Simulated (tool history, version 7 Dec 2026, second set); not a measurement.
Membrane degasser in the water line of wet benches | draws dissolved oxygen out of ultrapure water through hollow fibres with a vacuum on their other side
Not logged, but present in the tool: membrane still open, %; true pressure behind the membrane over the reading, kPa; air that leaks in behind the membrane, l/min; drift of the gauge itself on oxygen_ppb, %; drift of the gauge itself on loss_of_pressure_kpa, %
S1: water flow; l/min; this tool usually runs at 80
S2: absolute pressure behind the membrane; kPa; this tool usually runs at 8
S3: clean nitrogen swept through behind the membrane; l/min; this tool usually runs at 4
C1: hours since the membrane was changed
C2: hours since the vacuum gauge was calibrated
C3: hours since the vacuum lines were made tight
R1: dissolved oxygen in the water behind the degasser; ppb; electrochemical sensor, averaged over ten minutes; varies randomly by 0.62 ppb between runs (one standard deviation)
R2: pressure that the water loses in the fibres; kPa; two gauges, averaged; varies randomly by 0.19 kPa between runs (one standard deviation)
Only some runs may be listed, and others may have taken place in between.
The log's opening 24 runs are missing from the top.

{"run": 25, "hour": 6895.5, "S1": 49, "S2": 17.39, "S3": 7.9, "C1": 12606, "C2": 2898, "C3": 4316, "R1": 208.4, "R2": 23.64}
{"run": 26, "hour": 7203.7, "S1": 98, "S2": 13.04, "S3": 2.12, "C1": 12915, "C2": 3207, "C3": 4624, "R1": 819.1, "R2": 47.31}
{"run": 27, "hour": 7526.4, "S1": 62, "S2": 5.07, "S3": 2.12, "C1": 13237, "C2": 3529, "C3": 4947, "R1": 115.8, "R2": 30.19}
{"run": 28, "hour": 7740.2, "S1": 62, "S2": 5.07, "S3": 2.12, "C1": 13451, "C2": 3743, "C3": 5161, "R1": 114.9, "R2": 29.99}
{"run": 29, "hour": 8032.9, "S1": 80, "S2": 5.68, "S3": 4.35, "C1": 13744, "C2": 4036, "C3": 5453, "R1": 104.4, "R2": 38.56}
{"run": 30, "hour": 8206.9, "S1": 80, "S2": 5.68, "S3": 4.35, "C1": 13918, "C2": 4210, "C3": 5627, "R1": 104.1, "R2": 38.61}
{"run": 31, "hour": 8480.5, "S1": 80, "S2": 5.68, "S3": 4.35, "C1": 14191, "C2": 4483, "C3": 5901, "R1": 104.5, "R2": 38.77}
{"run": 32, "hour": 8751.3, "S1": 80, "S2": 5.68, "S3": 4.35, "C1": 14462, "C2": 4754, "C3": 6172, "R1": 104.1, "R2": 38.56}

Consider 4 possible next runs. They are alternatives, not a sequence: every one starts from the tool as it was left by run 32. What does each give?
{"run": "A", "hour": 8935.8, "S1": 53, "S2": 9.73, "S3": 4.19, "C1": 14647, "C2": 4939, "C3": 6356, "R1": "?", "R2": "?"}
{"run": "B", "hour": 8935.8, "S1": 91, "S2": 8, "S3": 5.66, "C1": 14647, "C2": 4939, "C3": 6356, "R1": "?", "R2": "?"}
{"run": "C", "hour": 8935.8, "S1": 80, "S2": 11.03, "S3": 1.66, "C1": 14647, "C2": 4939, "C3": 6356, "R1": "?", "R2": "?"}
{"run": "D", "hour": 8935.8, "S1": 80, "S2": 9.06, "S3": 4.35, "C1": 14647, "C2": 4939, "C3": 6356, "R1": "?", "R2": "?"}

run=A R1=188.4 R2=25.66
run=B R1=178.2 R2=44.03
run=C R1=680 R2=38.98
run=D R1=239.3 R2=38.76
With the hidden condition removed and each run's random variation left untouched, the same runs would have given:
run=A R1=188.4 R2=25.64
run=B R1=178.1 R2=44
run=C R1=679.8 R2=38.96
run=D R1=239.2 R2=38.74
